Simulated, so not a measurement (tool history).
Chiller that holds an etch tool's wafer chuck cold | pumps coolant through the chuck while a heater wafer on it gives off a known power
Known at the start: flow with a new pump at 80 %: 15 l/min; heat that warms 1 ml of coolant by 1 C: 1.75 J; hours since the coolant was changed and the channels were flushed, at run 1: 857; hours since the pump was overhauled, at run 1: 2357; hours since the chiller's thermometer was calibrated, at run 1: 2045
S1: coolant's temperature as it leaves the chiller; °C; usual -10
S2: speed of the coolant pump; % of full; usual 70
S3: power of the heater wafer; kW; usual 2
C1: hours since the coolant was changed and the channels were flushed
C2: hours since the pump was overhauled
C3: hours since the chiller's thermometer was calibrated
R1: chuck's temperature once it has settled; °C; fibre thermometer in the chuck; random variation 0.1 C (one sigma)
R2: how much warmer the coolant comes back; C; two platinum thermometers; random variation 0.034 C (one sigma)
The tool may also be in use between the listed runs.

run 1 hour=0 | S1=-10 S2=70 S3=2 | C1=857 C2=2357 C3=2045 | R1=8.1 R2=5.24
run 2 hour=59.8 | S1=-10 S2=70 S3=1.167 | C1=916 C2=2417 C3=2104 | R1=0.5 R2=3.01
run 3 hour=152.5 | S1=-10 S2=70 S3=1.167 | C1=1009 C2=2509 C3=2197 | R1=0.5 R2=3.05
run 4 hour=242.2 | S1=-10 S2=70 S3=2 | C1=1099 C2=2599 C3=2287 | R1=8 R2=5.13
run 5 hour=330.3 | S1=-10 S2=70 S3=2 | C1=1187 C2=2687 C3=2375 | R1=8.2 R2=5.07
run 6 hour=427.7 | S1=-10 S2=70 S3=2 | C1=1284 C2=2784 C3=2472 | R1=8.3 R2=5.08
run 7 hour=501.5 | S1=-10 S2=70 S3=2 | C1=1358 C2=2858 C3=2546 | R1=8.1 R2=5.07
run 8 hour=594.2 | S1=-10 S2=70 S3=2 | C1=1451 C2=2951 C3=2639 | R1=8.1 R2=5.1
run 9 hour=676.3 | S1=-10 S2=70 S3=2 | C1=1533 C2=3033 C3=2721 | R1=8 R2=5.04
-- hour=746 chiller's thermometer calibrated
run 10 hour=746.7 | S1=-10 S2=70 S3=2 | C1=1602 C2=3102 C3=1 | R1=8.2 R2=5.06
run 11 hour=853.6 | S1=-10 S2=70 S3=2 | C1=1709 C2=3209 C3=108 | R1=8 R2=4.99
-- hour=903.5 gauge calibrated
run 12 hour=952.5 | S1=-10 S2=70 S3=2 | C1=1808 C2=3308 C3=207 | R1=8.2 R2=5.19
run 13 hour=1004.3 | S1=-10 S2=70 S3=2 | C1=1860 C2=3360 C3=258 | R1=8.3 R2=5.18
run 14 hour=1065.9 | S1=-10 S2=90 S3=2 | C1=1922 C2=3422 C3=320 | R1=5.6 R2=4.04
run 15 hour=1176.8 | S1=-10 S2=90 S3=2 | C1=2032 C2=3533 C3=431 | R1=5.5 R2=4
run 16 hour=1278.5 | S1=-10 S2=65 S3=2 | C1=2134 C2=3634 C3=533 | R1=9 R2=5.48
run 17 hour=1339.7 | S1=-1 S2=81 S3=2 | C1=2195 C2=3695 C3=594 | R1=15.7 R2=4.41
run 18 hour=1425.7 | S1=-10 S2=70 S3=1.781 | C1=2281 C2=3781 C3=680 | R1=6.2 R2=4.54
run 19 hour=1479 | S1=-6 S2=65 S3=1.32 | C1=2335 C2=3835 C3=733 | R1=6.2 R2=3.61
run 20 hour=1545.2 | S1=-13 S2=80 S3=1.32 | C1=2401 C2=3901 C3=799 | R1=-2.2 R2=2.83
run 21 hour=1614.2 | S1=-10 S2=70 S3=2.257 | C1=2470 C2=3970 C3=868 | R1=10.5 R2=5.71
run 22 hour=1678.5 | S1=-10 S2=70 S3=2.257 | C1=2534 C2=4034 C3=933 | R1=10.5 R2=5.73
run 23 hour=1747.3 | S1=-10 S2=70 S3=2.689 | C1=2603 C2=4103 C3=1001 | R1=14.5 R2=6.82
run 24 hour=1841 | S1=-10 S2=94 S3=1.899 | C1=2697 C2=4197 C3=1095 | R1=4.2 R2=3.52
run 25 hour=1895.7 | S1=-10 S2=94 S3=1.899 | C1=2751 C2=4251 C3=1150 | R1=4.3 R2=3.44
run 26 hour=1998 | S1=-10 S2=97 S3=1.313 | C1=2854 C2=4354 C3=1252 | R1=-0.4 R2=2.24
run 27 hour=2107.8 | S1=-10 S2=85 S3=2 | C1=2963 C2=4463 C3=1362 | R1=6.1 R2=3.96
run 28 hour=2191.1 | S1=-10 S2=85 S3=2 | C1=3047 C2=4547 C3=1445 | R1=6 R2=4.02
run 29 hour=2272.8 | S1=-11 S2=95 S3=1.605 | C1=3128 C2=4628 C3=1527 | R1=1.2 R2=2.78
run 30 hour=2324.7 | S1=-20 S2=70 S3=2 | C1=3180 C2=4680 C3=1579 | R1=-1.7 R2=4.82
run 31 hour=2434.8 | S1=-20 S2=83 S3=1.569 | C1=3290 C2=4791 C3=1689 | R1=-7.1 R2=3.04
run 32 hour=2487.9 | S1=-10 S2=70 S3=1.045 | C1=3344 C2=4844 C3=1742 | R1=-0.5 R2=2.32

How the hidden state differs across the entries between the runs, from the last listed run before each to the first after it:
Between runs 9 and 10: chiller's thermometer calibrated (hour 746)
  coolant's true temperature over the reading, C: -0.01 -> 0; drift of the gauge itself on warmer_back_c, C: -0.16 -> -0.18
  measured less the result without the state, R2: -0.16 -> -0.17 C
Between runs 11 and 12: gauge calibrated (hour 903.5)
  drift of the gauge itself on warmer_back_c, C: -0.21 -> -0.01
  measured less the result without the state, R2: -0.2 -> -0.01 C
